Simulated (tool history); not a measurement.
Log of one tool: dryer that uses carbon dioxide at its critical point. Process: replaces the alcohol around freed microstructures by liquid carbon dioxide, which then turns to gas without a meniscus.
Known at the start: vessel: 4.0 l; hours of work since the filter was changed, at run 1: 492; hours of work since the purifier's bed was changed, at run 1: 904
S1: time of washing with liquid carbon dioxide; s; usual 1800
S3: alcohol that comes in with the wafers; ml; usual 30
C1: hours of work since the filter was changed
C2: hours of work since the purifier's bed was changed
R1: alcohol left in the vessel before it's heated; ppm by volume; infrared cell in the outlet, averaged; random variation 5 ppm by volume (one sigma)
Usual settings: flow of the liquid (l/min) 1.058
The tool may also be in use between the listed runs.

run 1 day=0.000 | S1=1800 flow_of_the_liquid_(l/min)=1.058 S3=30 | C1=492 C2=904 | R1=135
run 2 day=0.704 | S1=1800 flow_of_the_liquid_(l/min)=1.058 S3=30 | C1=503 C2=915 | R1=142
run 3 day=2.233 | S1=2880 flow_of_the_liquid_(l/min)=1.058 S3=30 | C1=527 C2=939 | R1=106
run 4 day=3.725 | S1=1800 flow_of_the_liquid_(l/min)=1.058 S3=30 | C1=551 C2=962 | R1=146
run 5 day=5.071 | S1=1800 flow_of_the_liquid_(l/min)=1.058 S3=30 | C1=572 C2=983 | R1=159
run 6 day=6.550 | S1=1800 flow_of_the_liquid_(l/min)=1.140 S3=30 | C1=595 C2=1007 | R1=131
-- day=6.742 inlet filter changed
run 7 day=8.079 | S1=1800 flow_of_the_liquid_(l/min)=1.140 S3=22 | C1=21 C2=1030 | R1=132
run 8 day=9.108 | S1=1800 flow_of_the_liquid_(l/min)=1.140 S3=22 | C1=37 C2=1046 | R1=134
run 9 day=9.979 | S1=1800 flow_of_the_liquid_(l/min)=1.140 S3=22 | C1=51 C2=1060 | R1=132
run 10 day=11.329 | S1=1260 flow_of_the_liquid_(l/min)=1.058 S3=30 | C1=72 C2=1081 | R1=258
run 11 day=12.421 | S1=1260 flow_of_the_liquid_(l/min)=1.058 S3=30 | C1=89 C2=1098 | R1=255
run 12 day=13.888 | S1=1260 flow_of_the_liquid_(l/min)=1.058 S3=30 | C1=112 C2=1121 | R1=256
run 13 day=15.496 | S1=1260 flow_of_the_liquid_(l/min)=1.058 S3=30 | C1=137 C2=1146 | R1=270
run 14 day=16.983 | S1=1260 flow_of_the_liquid_(l/min)=1.058 S3=30 | C1=161 C2=1170 | R1=284
run 15 day=18.533 | S1=1800 flow_of_the_liquid_(l/min)=1.750 S3=30 | C1=185 C2=1194 | R1=129
run 16 day=19.900 | S1=1800 flow_of_the_liquid_(l/min)=1.750 S3=30 | C1=206 C2=1215 | R1=137
run 17 day=21.250 | S1=1800 flow_of_the_liquid_(l/min)=1.750 S3=30 | C1=227 C2=1236 | R1=139
run 18 day=22.450 | S1=1800 flow_of_the_liquid_(l/min)=0.680 S3=30 | C1=246 C2=1255 | R1=384
run 19 day=24.183 | S1=1800 flow_of_the_liquid_(l/min)=0.680 S3=30 | C1=274 C2=1282 | R1=390
run 20 day=25.396 | S1=1800 flow_of_the_liquid_(l/min)=0.680 S3=30 | C1=293 C2=1302 | R1=383
run 21 day=26.246 | S1=1800 flow_of_the_liquid_(l/min)=0.840 S3=30 | C1=306 C2=1315 | R1=248
run 22 day=27.000 | S1=1800 flow_of_the_liquid_(l/min)=0.840 S3=30 | C1=318 C2=1327 | R1=245
run 23 day=28.562 | S1=1800 flow_of_the_liquid_(l/min)=1.560 S3=22 | C1=342 C2=1351 | R1=142
run 24 day=29.604 | S1=2520 flow_of_the_liquid_(l/min)=0.920 S3=111 | C1=359 C2=1367 | R1=193
run 25 day=30.338 | S1=2520 flow_of_the_liquid_(l/min)=0.920 S3=111 | C1=370 C2=1379 | R1=188
run 26 day=31.217 | S1=2520 flow_of_the_liquid_(l/min)=0.920 S3=111 | C1=384 C2=1393 | R1=202
run 27 day=31.967 | S1=2520 flow_of_the_liquid_(l/min)=0.920 S3=111 | C1=396 C2=1405 | R1=194
run 28 day=32.942 | S1=1440 flow_of_the_liquid_(l/min)=0.800 S3=30 | C1=411 C2=1420 | R1=463
-- day=33.958 purifier's bed changed
run 29 day=34.575 | S1=1440 flow_of_the_liquid_(l/min)=0.800 S3=30 | C1=435 C2=10 | R1=307
run 30 day=36.038 | S1=1980 flow_of_the_liquid_(l/min)=0.740 S3=104 | C1=457 C2=33 | R1=465
run 31 day=37.671 | S1=1680 flow_of_the_liquid_(l/min)=1.058 S3=21 | C1=483 C2=58 | R1=55
run 32 day=39.042 | S1=1800 flow_of_the_liquid_(l/min)=1.058 S3=25 | C1=505 C2=80 | R1=54
run 33 day=40.779 | S1=1800 flow_of_the_liquid_(l/min)=0.810 S3=25 | C1=532 C2=107 | R1=127
run 34 day=42.121 | S1=2580 flow_of_the_liquid_(l/min)=0.810 S3=105 | C1=553 C2=128 | R1=96
run 35 day=43.062 | S1=2580 flow_of_the_liquid_(l/min)=1.680 S3=105 | C1=568 C2=143 | R1=15
run 36 day=44.767 | S1=2280 flow_of_the_liquid_(l/min)=1.120 S3=105 | C1=594 C2=170 | R1=35
-- day=45.000 inlet filter changed
run 37 day=46.454 | S1=1320 flow_of_the_liquid_(l/min)=1.680 S3=105 | C1=23 C2=195 | R1=52
run 38 day=48.067 | S1=1980 flow_of_the_liquid_(l/min)=1.620 S3=30 | C1=48 C2=221 | R1=33

The next listed run, before its measurement:
run 39 day=49.488 | S1=1980 flow_of_the_liquid_(l/min)=1.620 S3=30 | C1=70 C2=243 | R1=?

{"run 39": {"R1": 40}}
Without the tool's hidden state the same run would have given R1 15 ppm by volume.
